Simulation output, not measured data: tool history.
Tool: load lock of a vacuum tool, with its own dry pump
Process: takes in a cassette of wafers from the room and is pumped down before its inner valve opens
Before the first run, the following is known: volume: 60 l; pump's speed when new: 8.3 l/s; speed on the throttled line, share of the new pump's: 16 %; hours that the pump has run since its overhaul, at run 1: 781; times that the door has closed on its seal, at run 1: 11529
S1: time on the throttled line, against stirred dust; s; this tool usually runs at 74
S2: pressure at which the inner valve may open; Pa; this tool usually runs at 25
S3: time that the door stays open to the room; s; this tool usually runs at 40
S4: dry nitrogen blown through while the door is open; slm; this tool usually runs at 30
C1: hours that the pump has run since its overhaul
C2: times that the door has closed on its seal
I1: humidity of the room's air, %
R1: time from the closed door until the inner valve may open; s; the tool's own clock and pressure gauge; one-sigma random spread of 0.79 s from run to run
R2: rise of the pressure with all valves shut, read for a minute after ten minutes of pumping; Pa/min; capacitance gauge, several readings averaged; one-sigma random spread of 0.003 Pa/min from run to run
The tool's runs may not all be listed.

{"run": 1, "day": 0.0, "S1": 74, "S2": 25, "S3": 40, "S4": 30, "C1": 781, "C2": 11529, "I1": 43.7, "R1": 124.8, "R2": 0.119}
{"run": 2, "day": 3.038, "S1": 74, "S2": 25, "S3": 40, "S4": 30, "C1": 854, "C2": 11882, "I1": 45.9, "R1": 124.6, "R2": 0.123}
{"run": 3, "day": 7.979, "S1": 74, "S2": 25, "S3": 40, "S4": 30, "C1": 973, "C2": 12456, "I1": 43.8, "R1": 124, "R2": 0.133}
{"run": 4, "day": 12.296, "S1": 74, "S2": 25, "S3": 40, "S4": 30, "C1": 1076, "C2": 12957, "I1": 44.6, "R1": 124.3, "R2": 0.137}
{"run": 5, "day": 16.267, "S1": 74, "S2": 25, "S3": 40, "S4": 5, "C1": 1171, "C2": 13418, "I1": 41.3, "R1": 123.9, "R2": 0.164}
{"run": 6, "day": 21.062, "S1": 74, "S2": 25, "S3": 40, "S4": 5, "C1": 1287, "C2": 13975, "I1": 44.6, "R1": 125.3, "R2": 0.17}
{"run": 7, "day": 24.396, "S1": 74, "S2": 25, "S3": 37, "S4": 30, "C1": 1367, "C2": 14362, "I1": 43.9, "R1": 122.8, "R2": 0.156}
{"run": 8, "day": 31.188, "S1": 71, "S2": 25, "S3": 40, "S4": 30, "C1": 1530, "C2": 15150, "I1": 45.4, "R1": 122.6, "R2": 0.165}
{"run": 9, "day": 37.617, "S1": 71, "S2": 20, "S3": 40, "S4": 30, "C1": 1684, "C2": 15897, "I1": 44, "R1": 123.6, "R2": 0.173}
{"run": 10, "day": 43.812, "S1": 71, "S2": 20, "S3": 40, "S4": 30, "C1": 1833, "C2": 16616, "I1": 44.1, "R1": 124.6, "R2": 0.182}
{"run": 11, "day": 49.292, "S1": 74, "S2": 25, "S3": 40, "S4": 30, "C1": 1964, "C2": 17252, "I1": 47.9, "R1": 124.6, "R2": 0.194}
{"run": 12, "day": 54.925, "S1": 74, "S2": 25, "S3": 40, "S4": 30, "C1": 2099, "C2": 17907, "I1": 46.4, "R1": 124.6, "R2": 0.202}
{"run": 13, "day": 62.046, "S1": 78, "S2": 29, "S3": 34, "S4": 14, "C1": 2270, "C2": 18733, "I1": 45.8, "R1": 128.2, "R2": 0.235}
{"run": 14, "day": 65.179, "S1": 78, "S2": 29, "S3": 34, "S4": 14, "C1": 2345, "C2": 19097, "I1": 45.7, "R1": 126.6, "R2": 0.234}
{"run": 15, "day": 71.388, "S1": 78, "S2": 40, "S3": 35, "S4": 6, "C1": 2494, "C2": 19818, "I1": 45.5, "R1": 125.6, "R2": 0.263}
{"run": 16, "day": 75.85, "S1": 78, "S2": 40, "S3": 35, "S4": 6, "C1": 2601, "C2": 20336, "I1": 45.2, "R1": 124.4, "R2": 0.269}
{"run": 17, "day": 80.575, "S1": 78, "S2": 40, "S3": 35, "S4": 6, "C1": 2715, "C2": 20885, "I1": 44, "R1": 125.2, "R2": 0.276}
{"run": 18, "day": 86.75, "S1": 78, "S2": 40, "S3": 35, "S4": 6, "C1": 2863, "C2": 21602, "I1": 47.6, "R1": 125.6, "R2": 0.29}
{"run": 19, "day": 91.583, "S1": 74, "S2": 27, "S3": 81, "S4": 30, "C1": 2979, "C2": 22163, "I1": 46.1, "R1": 125, "R2": 0.291}
{"run": 20, "day": 95.558, "S1": 74, "S2": 27, "S3": 81, "S4": 30, "C1": 3074, "C2": 22624, "I1": 41.6, "R1": 125.2, "R2": 0.291}
{"run": 21, "day": 102.446, "S1": 78, "S2": 35, "S3": 78, "S4": 30, "C1": 3240, "C2": 23424, "I1": 45.5, "R1": 127.6, "R2": 0.313}
{"run": 22, "day": 108.717, "S1": 136, "S2": 25, "S3": 78, "S4": 30, "C1": 3390, "C2": 24152, "I1": 45, "R1": 178.5, "R2": 0.324}
{"run": 23, "day": 113.579, "S1": 136, "S2": 25, "S3": 78, "S4": 30, "C1": 3507, "C2": 24716, "I1": 48.7, "R1": 175.9, "R2": 0.336}

Pick out some run-to-run changes in R1. Of each, how much would a tool without hidden state show as well, from the settings, what came in and chance, and how much is left for the hidden state and any gauge scatter not in both results compared?
Unlogged tool condition in this case: pump's speed, % of a new pump's; leak at the door's seal, Pa l/s; drift of the gauge itself on ready_s, %; drift of the gauge itself on rise_pa_min, %.
Run 12 -> 13: S1 74 -> 78, S2 25 -> 29, S3 40 -> 34, S4 30 -> 14. R1 +3.6 s: hidden state +0.1, all else +3.5.
Run 18 -> 19: S1 78 -> 74, S2 40 -> 27, S3 35 -> 81, S4 6 -> 30. R1 -0.6 s: hidden state +0.4, all else -1.
Run 21 -> 22: S1 78 -> 136, S2 35 -> 25. R1 +50.9 s: hidden state -0.3, all else +51.2.
